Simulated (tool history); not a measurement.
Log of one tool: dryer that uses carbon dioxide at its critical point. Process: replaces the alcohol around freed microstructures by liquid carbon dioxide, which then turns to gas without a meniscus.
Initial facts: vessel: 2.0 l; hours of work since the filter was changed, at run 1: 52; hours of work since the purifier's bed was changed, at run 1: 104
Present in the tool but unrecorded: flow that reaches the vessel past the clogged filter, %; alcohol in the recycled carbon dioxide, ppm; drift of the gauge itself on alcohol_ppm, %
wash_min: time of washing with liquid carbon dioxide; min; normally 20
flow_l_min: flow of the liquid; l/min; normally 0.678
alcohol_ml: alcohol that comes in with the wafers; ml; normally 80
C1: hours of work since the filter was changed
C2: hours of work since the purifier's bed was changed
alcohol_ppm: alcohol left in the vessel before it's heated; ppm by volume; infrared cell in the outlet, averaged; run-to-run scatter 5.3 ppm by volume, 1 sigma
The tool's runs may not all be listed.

Run 1, hour 0.0: usual settings; C1 52; C2 104. Result: alcohol_ppm 173 ppm by volume.
Run 2, hour 5.4: usual settings; C1 56; C2 108. Result: alcohol_ppm 176 ppm by volume.
Run 3, hour 12.0: usual settings; C1 60; C2 112. Result: alcohol_ppm 167 ppm by volume.
Run 4, hour 20.5: usual settings; C1 66; C2 117. Result: alcohol_ppm 178 ppm by volume.
Run 5, hour 28.0: usual settings; C1 71; C2 122. Result: alcohol_ppm 172 ppm by volume.
Run 6, hour 36.2: usual settings; C1 76; C2 128. Result: alcohol_ppm 188 ppm by volume.
Run 7, hour 47.0: usual settings; C1 83; C2 135. Result: alcohol_ppm 194 ppm by volume.
Run 8, hour 52.6: usual settings; C1 87; C2 139. Result: alcohol_ppm 192 ppm by volume.
Run 9, hour 59.1: usual settings but alcohol_ml 84 ml; C1 91; C2 143. Result: alcohol_ppm 213 ppm by volume.
Run 10, hour 64.2: usual settings but alcohol_ml 54 ml; C1 94; C2 146. Result: alcohol_ppm 156 ppm by volume.

For run 11, what comes out?
Run 11, hour 69.2: usual settings but alcohol_ml 54 ml; C1 98; C2 149. Result: alcohol_ppm ?.

Run 11 produced alcohol_ppm 157 ppm by volume.
With the hidden condition absent and the run-to-run variation left alone, this run would have shown alcohol_ppm 79 ppm by volume.
